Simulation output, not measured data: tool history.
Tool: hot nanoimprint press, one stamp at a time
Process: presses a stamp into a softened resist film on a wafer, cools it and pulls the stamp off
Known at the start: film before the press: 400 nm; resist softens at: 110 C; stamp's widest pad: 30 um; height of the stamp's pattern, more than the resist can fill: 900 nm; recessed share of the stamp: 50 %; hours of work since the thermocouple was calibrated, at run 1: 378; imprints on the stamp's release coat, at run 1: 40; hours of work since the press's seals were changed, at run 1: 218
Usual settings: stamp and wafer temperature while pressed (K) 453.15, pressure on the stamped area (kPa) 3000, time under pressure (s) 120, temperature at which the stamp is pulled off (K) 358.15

run	hour	stamp and wafer temperature while pressed (K)	pressure on the stamped area (kPa)	time under pressure (s)	temperature at which the stamp is pulled off (K)	hours of work since the thermocouple was calibrated	imprints on the stamp's release coat	hours of work since the press's seals were changed	resist left under the stamp's widest pad (nm)	greatest force while the stamp is pulled off (N)
1	0.0	453.15	3000	120	358.15	378	40	218	210.0	203
2	5.9	453.15	3000	120	362.15	382	72	223	208.7	182
3	12.7	453.15	2280	120	358.15	387	108	228	230.3	203
4	23.8	453.15	2280	120	358.15	395	168	236	230.1	212
5	32.2	453.15	3000	120	358.15	402	212	242	208.7	205
6	39.2	444.15	3000	120	358.15	407	249	247	307.6	210
7	49.3	453.15	3000	120	358.15	414	304	255	207.6	209
8	56.5	453.15	3000	120	358.15	419	342	260	207.7	208
9	62.1	462.15	3000	120	358.15	424	372	264	130.7	202
# hour 75.0: plate thermocouple calibrated
10	75.5	462.15	3000	120	358.15	0	427	272	131.0	202
11	83.1	462.15	2030	120	358.15	6	468	277	157.6	201
12	87.7	453.15	4600	229	358.15	9	493	281	133.6	201
13	95.2	453.15	4600	229	344.15	15	533	286	133.8	285
14	105.3	453.15	4600	70	361.15	22	586	294	217.5	187
15	111.7	453.15	4600	70	361.15	27	620	298	218.3	187
16	123.2	453.15	2540	70	349.15	35	682	307	261.8	254
17	132.7	451.15	1890	120	358.15	42	733	314	265.9	206
18	144.2	446.15	1890	218	346.15	51	794	322	274.9	270
# hour 155.3: stamp cleaned and given a new release coat
19	158.8	464.15	3000	85	350.15	57	19	329	137.9	251
20	170.1	464.15	3000	85	350.15	66	79	337	138.7	255
21	175.8	446.15	3000	120	357.15	70	109	341	281.9	215
22	184.2	457.15	3000	63	358.15	76	154	347	219.5	209

Forecast each of these 3 alternatives for the next run:
A	193.2	449.15	3650	63	358.15	83	202	354	?	?
B	193.2	452.15	3000	120	352.15	83	202	354	?	?
C	193.2	453.15	3000	63	358.15	83	202	354	?	?

run	resist left under the stamp's widest pad (nm)	greatest force while the stamp is pulled off (N)
A	284.2	211
B	216.4	235
C	256.4	205
Without the tool's hidden state the same runs would have given:
run	resist left under the stamp's widest pad (nm)	greatest force while the stamp is pulled off (N)
A	284.1	211
B	216.3	234
C	256.3	205
